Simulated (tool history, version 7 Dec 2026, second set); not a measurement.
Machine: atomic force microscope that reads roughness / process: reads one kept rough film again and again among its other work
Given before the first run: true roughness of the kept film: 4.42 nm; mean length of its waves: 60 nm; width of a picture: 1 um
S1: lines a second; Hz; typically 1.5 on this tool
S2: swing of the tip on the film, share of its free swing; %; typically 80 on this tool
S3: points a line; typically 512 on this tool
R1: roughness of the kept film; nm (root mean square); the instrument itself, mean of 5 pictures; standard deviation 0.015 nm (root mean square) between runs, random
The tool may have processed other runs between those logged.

Run 1, day 0: usual settings. Result: R1 3.609 nm (root mean square).
Run 2, day 0.538: usual settings. Result: R1 3.54 nm (root mean square).
Run 3, day 1.033: usual settings. Result: R1 3.499 nm (root mean square).
Run 4, day 1.683: usual settings. Result: R1 3.497 nm (root mean square).
Run 5, day 2.442: usual settings. Result: R1 3.445 nm (root mean square).
Run 6, day 3.121: usual settings but S2 66 %. Result: R1 3.737 nm (root mean square).
Run 7, day 3.592: usual settings but S2 66 %. Result: R1 3.698 nm (root mean square).
Run 8, day 4.346: usual settings but S2 66 %. Result: R1 3.694 nm (root mean square).
At day 4.962: new tip fitted.
Run 9, day 5.225: usual settings but S2 66 %. Result: R1 3.902 nm (root mean square).
Run 10, day 5.975: usual settings but S3 480. Result: R1 3.592 nm (root mean square).
Run 11, day 6.521: usual settings but S2 87 %, S3 480. Result: R1 3.403 nm (root mean square).
Run 12, day 7.371: usual settings but S2 78 %. Result: R1 3.601 nm (root mean square).
Run 13, day 8.225: usual settings but S3 893. Result: R1 3.526 nm (root mean square).
Run 14, day 9.146: usual settings but S1 0.95 Hz, S3 893. Result: R1 3.63 nm (root mean square).
Run 15, day 10.021: usual settings. Result: R1 3.46 nm (root mean square).
Run 16, day 10.667: usual settings. Result: R1 3.441 nm (root mean square).
At day 11.454: new tip fitted.
Run 17, day 11.508: usual settings but S3 430. Result: R1 3.615 nm (root mean square).
Run 18, day 12.046: usual settings but S3 430. Result: R1 3.612 nm (root mean square).
Run 19, day 12.712: usual settings but S3 723. Result: R1 3.611 nm (root mean square).
Run 20, day 13.458: usual settings but S3 723. Result: R1 3.587 nm (root mean square).
Run 21, day 13.933: usual settings but S2 57 %, S3 723. Result: R1 3.919 nm (root mean square).
Run 22, day 14.308: usual settings. Result: R1 3.514 nm (root mean square).
Run 23, day 14.854: usual settings. Result: R1 3.508 nm (root mean square).
Run 24, day 15.392: usual settings. Result: R1 3.509 nm (root mean square).
Run 25, day 16.279: usual settings but S2 74 %, S3 257. Result: R1 3.584 nm (root mean square).
Run 26, day 16.858: usual settings but S2 74 %, S3 257. Result: R1 3.559 nm (root mean square).
Run 27, day 17.754: usual settings but S1 0.81 Hz, S2 88 %. Result: R1 3.509 nm (root mean square).
At day 17.929: new tip fitted.
Run 28, day 18.158: usual settings but S2 65 %. Result: R1 3.93 nm (root mean square).
Run 29, day 18.646: usual settings but S1 0.91 Hz, S2 69 %, S3 372. Result: R1 3.965 nm (root mean square).
Run 30, day 19.321: usual settings but S1 0.91 Hz, S2 69 %, S3 372. Result: R1 3.956 nm (root mean square).
Run 31, day 20.042: usual settings but S1 0.91 Hz, S2 69 %, S3 372. Result: R1 3.91 nm (root mean square).
Run 32, day 20.533: usual settings but S1 1.65 Hz, S3 606. Result: R1 3.508 nm (root mean square).
Run 33, day 21.125: usual settings but S1 2.51 Hz, S2 73 %, S3 468. Result: R1 3.433 nm (root mean square).
Run 34, day 21.962: usual settings but S1 0.68 Hz, S2 73 %, S3 743. Result: R1 3.868 nm (root mean square).
Run 35, day 22.754: usual settings but S1 0.68 Hz, S2 73 %, S3 743. Result: R1 3.827 nm (root mean square).
Run 36, day 23.662: usual settings but S1 2.84 Hz. Result: R1 3.063 nm (root mean square).
Run 37, day 24.329: usual settings but S1 1.46 Hz, S2 71 %, S3 912. Result: R1 3.637 nm (root mean square).
At day 24.396: new tip fitted.
Run 38, day 24.808: usual settings but S2 75 %. Result: R1 3.719 nm (root mean square).
Run 39, day 25.704: usual settings but S1 3.26 Hz, S2 79 %, S3 568. Result: R1 3.122 nm (root mean square).
Run 40, day 26.612: usual settings but S1 1.71 Hz, S2 79 %, S3 426. Result: R1 3.49 nm (root mean square).
Run 41, day 27.162: usual settings but S1 0.55 Hz, S2 67 %, S3 478. Result: R1 3.987 nm (root mean square).
Run 42, day 27.646: usual settings but S1 0.73 Hz, S2 85 %, S3 359. Result: R1 3.685 nm (root mean square).
Run 43, day 28.375: usual settings but S1 0.63 Hz, S2 71 %, S3 517. Result: R1 3.868 nm (root mean square).
Run 44, day 28.767: usual settings but S1 0.63 Hz, S2 71 %, S3 517. Result: R1 3.884 nm (root mean square).
Run 45, day 29.567: usual settings but S1 0.63 Hz, S2 71 %, S3 517. Result: R1 3.814 nm (root mean square).
Run 46, day 30.371: usual settings but S1 1.99 Hz, S2 67 %. Result: R1 3.569 nm (root mean square).
At day 30.862: new tip fitted.
Run 47, day 31.217: usual settings but S1 1.99 Hz, S2 67 %. Result: R1 3.788 nm (root mean square).
Run 48, day 31.779: usual settings but S1 3.5 Hz, S2 58 %, S3 380. Result: R1 3.801 nm (root mean square).

Measured less the same run without the tool's hidden state. The same run-to-run variation is in both; the gauge's scatter may not be:
Hidden state at play: radius of the tip, nm; height scale over the true one, %; drift of the gauge itself on roughness_nm, %.
run      R1
  1  -0.066
  2  -0.084
  3  -0.104
  4  -0.126
  5  -0.152
  6   -0.19
  7  -0.206
  8  -0.237
  9  -0.008
 10  -0.035
 11  -0.055
 12  -0.088
 13  -0.118
 14  -0.157
 15   -0.18
 16  -0.205
 17  -0.001
 18  -0.023
 19  -0.045
 20  -0.076
 21  -0.104
 22  -0.105
 23  -0.125
 24  -0.144
 25  -0.183
 26  -0.204
 27  -0.235
 28  +0.004
 29  -0.015
 30  -0.045
 31  -0.072
 32   -0.08
 33  -0.098
 34  -0.144
 35  -0.177
 36  -0.172
 37   -0.23
 38  -0.021
 39  -0.049
 40   -0.09
 41  -0.126
 42  -0.137
 43  -0.176
 44  -0.192
 45  -0.222
 46  -0.239
 47  -0.004
 48  -0.029

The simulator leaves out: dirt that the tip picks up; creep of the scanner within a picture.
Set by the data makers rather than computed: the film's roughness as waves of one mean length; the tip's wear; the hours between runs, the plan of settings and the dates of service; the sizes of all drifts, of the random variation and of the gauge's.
